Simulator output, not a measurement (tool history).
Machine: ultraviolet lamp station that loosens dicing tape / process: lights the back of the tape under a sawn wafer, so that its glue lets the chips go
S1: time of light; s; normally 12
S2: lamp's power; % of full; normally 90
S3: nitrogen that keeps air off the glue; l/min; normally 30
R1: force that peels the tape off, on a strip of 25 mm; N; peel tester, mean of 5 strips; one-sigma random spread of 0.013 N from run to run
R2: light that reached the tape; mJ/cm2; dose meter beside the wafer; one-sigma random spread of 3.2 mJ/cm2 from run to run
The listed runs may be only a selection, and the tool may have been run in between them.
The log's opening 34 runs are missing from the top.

| run | hour | S1 | S2 | S3 | R1 | R2 |
|---|---|---|---|---|---|---|
| 35 | 785.9 | 11 | 92 | 30 | 0.926 | 394 |
| 36 | 808.3 | 6 | 85 | 19 | 3.752 | 197 |
| 37 | 840.5 | 6 | 98 | 40 | 2.176 | 227 |
| 38 | 861.5 | 12 | 63 | 30 | 1.713 | 285 |
| 39 | 878.3 | 12 | 63 | 30 | 1.723 | 288 |
| 40 | 898.6 | 22 | 88 | 30 | 0.269 | 713 |
| 41 | 913.8 | 22 | 88 | 30 | 0.277 | 713 |
| 42 | 943.1 | 22 | 88 | 30 | 0.281 | 704 |
| 43 | 966.5 | 12 | 62 | 31 | 1.910 | 270 |

Here are 4 independent what-if runs from the current tool condition. What would each one return?
| A | 989.3 | 12 | 91 | 31 | ? | ? |
| B | 989.3 | 12 | 64 | 38 | ? | ? |
| C | 989.3 | 12 | 66 | 30 | ? | ? |
| D | 989.3 | 12 | 68 | 56 | ? | ? |

| run | R1 | R2 |
|---|---|---|
| A | 0.910 | 390 |
| B | 1.564 | 274 |
| C | 1.790 | 281 |
| D | 1.112 | 289 |
The same runs, with their run-to-run variation unchanged, on a tool lacking any hidden condition would have given:
| run | R1 | R2 |
|---|---|---|
| A | 0.534 | 498 |
| B | 0.973 | 349 |
| C | 1.132 | 358 |
| D | 0.663 | 369 |

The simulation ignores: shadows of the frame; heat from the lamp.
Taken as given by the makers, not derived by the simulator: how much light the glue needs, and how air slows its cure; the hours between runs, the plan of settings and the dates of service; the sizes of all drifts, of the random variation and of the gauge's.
